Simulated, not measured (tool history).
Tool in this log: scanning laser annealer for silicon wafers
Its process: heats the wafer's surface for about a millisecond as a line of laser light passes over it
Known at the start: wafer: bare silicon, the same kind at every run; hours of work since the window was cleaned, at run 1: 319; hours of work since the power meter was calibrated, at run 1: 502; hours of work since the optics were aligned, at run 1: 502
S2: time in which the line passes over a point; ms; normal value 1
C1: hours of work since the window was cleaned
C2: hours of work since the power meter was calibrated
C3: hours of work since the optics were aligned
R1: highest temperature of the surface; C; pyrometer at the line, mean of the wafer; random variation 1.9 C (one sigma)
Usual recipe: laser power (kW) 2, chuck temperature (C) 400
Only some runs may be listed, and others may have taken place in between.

Run 1, day 0: usual settings; C1 319; C2 502; C3 502. Result: R1 1168 C.
At day 0.196: window over the wafer cleaned.
Run 2, day 1.038: usual settings; C1 14; C2 518; C3 518. Result: R1 1191 C.
Run 3, day 2.704: usual settings; C1 41; C2 545; C3 545. Result: R1 1194 C.
Run 4, day 4.671: usual settings but laser power (kW) 2.059; C1 73; C2 577; C3 577. Result: R1 1212 C.
Run 5, day 5.892: usual settings but laser power (kW) 2.059, chuck temperature (C) 381; C1 92; C2 597; C3 597. Result: R1 1189 C.
Run 6, day 7.671: usual settings but laser power (kW) 2.059, chuck temperature (C) 381; C1 121; C2 626; C3 626. Result: R1 1186 C.
Run 7, day 8.979: usual settings but laser power (kW) 2.059, chuck temperature (C) 381; C1 143; C2 647; C3 647. Result: R1 1182 C.
Run 8, day 10.321: usual settings but laser power (kW) 1.86, chuck temperature (C) 389; C1 164; C2 669; C3 669. Result: R1 1117 C.
Run 9, day 12.225: usual settings but laser power (kW) 1.938, S2 1.06 ms; C1 195; C2 700; C3 700. Result: R1 1177 C.
Run 10, day 13.712: usual settings but laser power (kW) 1.938, S2 1.06 ms; C1 219; C2 724; C3 724. Result: R1 1175 C.
Run 11, day 15.167: usual settings but laser power (kW) 2.033, chuck temperature (C) 401; C1 243; C2 747; C3 747. Result: R1 1189 C.

Each row is a separate what-if for the run after 11, all from the same tool condition, not one after another. Results?
Run A, day 17.121: usual settings but laser power (kW) 2.033, S2 0.72 ms, chuck temperature (C) 401; C1 275; C2 779; C3 779. Result: R1 ?.
Run B, day 17.121: usual settings but laser power (kW) 2.033, chuck temperature (C) 365; C1 275; C2 779; C3 779. Result: R1 ?.
Run C, day 17.121: usual settings but laser power (kW) 1.835, S2 1.21 ms, chuck temperature (C) 393; C1 275; C2 779; C3 779. Result: R1 ?.

run    R1
  A  1065
  B  1147
  C  1173
What these runs would have given with no unlogged condition in the tool:
run    R1
  A  1091
  B  1179
  C  1204
